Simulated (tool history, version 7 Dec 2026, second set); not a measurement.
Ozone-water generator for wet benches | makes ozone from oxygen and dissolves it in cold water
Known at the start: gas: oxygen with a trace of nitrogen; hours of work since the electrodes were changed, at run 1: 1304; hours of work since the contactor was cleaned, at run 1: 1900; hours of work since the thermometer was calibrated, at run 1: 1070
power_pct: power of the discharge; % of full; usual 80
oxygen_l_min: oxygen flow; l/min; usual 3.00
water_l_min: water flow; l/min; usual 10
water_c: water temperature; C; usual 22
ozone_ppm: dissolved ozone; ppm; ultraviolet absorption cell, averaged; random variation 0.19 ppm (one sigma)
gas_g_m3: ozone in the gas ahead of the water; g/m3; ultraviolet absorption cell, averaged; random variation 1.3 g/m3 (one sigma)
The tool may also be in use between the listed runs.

run	hour	power_pct	oxygen_l_min	water_l_min	water_c	hours of work since the electrodes were changed	hours of work since the contactor was cleaned	hours of work since the thermometer was calibrated	ozone_ppm	gas_g_m3
1	0.0	80	3.00	10	22	1304	1900	1070	26.4	237.9
2	80.6	80	3.00	14	22	1354	1950	1119	20.7	239.1
3	153.5	80	3.00	10	23	1398	1994	1164	25.7	238.4
4	288.5	80	3.00	10	23	1481	2077	1247	25.2	234.6
5	424.8	80	3.00	10	23	1565	2161	1330	25.5	237.0
6	564.3	80	3.00	10	23	1650	2246	1416	25.2	234.6
7	635.8	80	3.00	10	23	1694	2290	1459	25.6	235.9
8	719.6	80	3.00	10	22	1745	2341	1511	25.8	232.2
9	811.3	80	3.00	10	22	1802	2397	1567	25.7	234.3
10	938.3	80	3.00	10	22	1879	2475	1645	25.3	235.0
11	1003.2	80	3.00	10	22	1919	2515	1685	25.5	235.6
12	1082.0	80	3.00	10	22	1968	2563	1733	26.0	235.8
13	1173.3	80	3.00	10	22	2023	2619	1789	25.8	234.4
14	1265.5	80	3.00	10	21	2080	2676	1845	25.9	232.6
15	1373.0	80	3.00	10	21	2146	2742	1911	25.8	234.8
16	1432.7	80	4.72	14	21	2182	2778	1948	21.7	196.0
17	1537.4	80	3.00	12	20	2247	2842	2012	22.8	230.6
18	1651.4	47	3.00	8	22	2316	2912	2082	19.5	155.3
19	1733.1	78	2.72	11	17	2366	2962	2132	24.6	235.3
20	1847.0	45	2.90	11	17	2436	3032	2202	16.6	151.7
21	1977.0	99	3.17	14	18	2516	3112	2281	24.5	264.9
22	2067.1	99	3.17	14	18	2571	3167	2337	24.6	263.2
23	2188.9	46	3.64	10	22	2646	3242	2411	16.9	142.3
24	2301.4	46	3.64	10	22	2715	3311	2480	16.8	142.3
25	2381.7	46	1.97	10	15	2764	3360	2529	16.8	177.2
26	2526.2	80	4.57	10	22	2853	3448	2618	25.5	196.0

Measured less the same run without the tool's hidden state. The same run-to-run variation is in both; the gauge's scatter may not be:
The hidden state here: yield of the discharge, % of new electrodes'; contactor's efficiency, % of a clean one's; true water temperature over the reading, C; drift of the gauge itself on ozone_ppm, %; drift of the gauge itself on gas_g_m3, %.
run	ozone_ppm	gas_g_m3
1	-1.4	-6.8
2	-1.1	-7.1
3	-1.4	-7.5
4	-1.5	-7.9
5	-1.6	-8.5
6	-1.7	-9.0
7	-1.7	-9.3
8	-1.8	-9.5
9	-1.8	-9.9
10	-1.9	-10.5
11	-2.0	-10.8
12	-2.0	-11.2
13	-2.0	-11.5
14	-2.1	-11.8
15	-2.2	-12.3
16	-2.0	-10.5
17	-2.1	-12.9
18	-1.3	-5.6
19	-2.3	-13.7
20	-1.2	-5.5
21	-2.8	-19.4
22	-2.9	-19.8
23	-1.3	-5.8
24	-1.3	-6.0
25	-1.4	-7.7
26	-3.0	-14.4
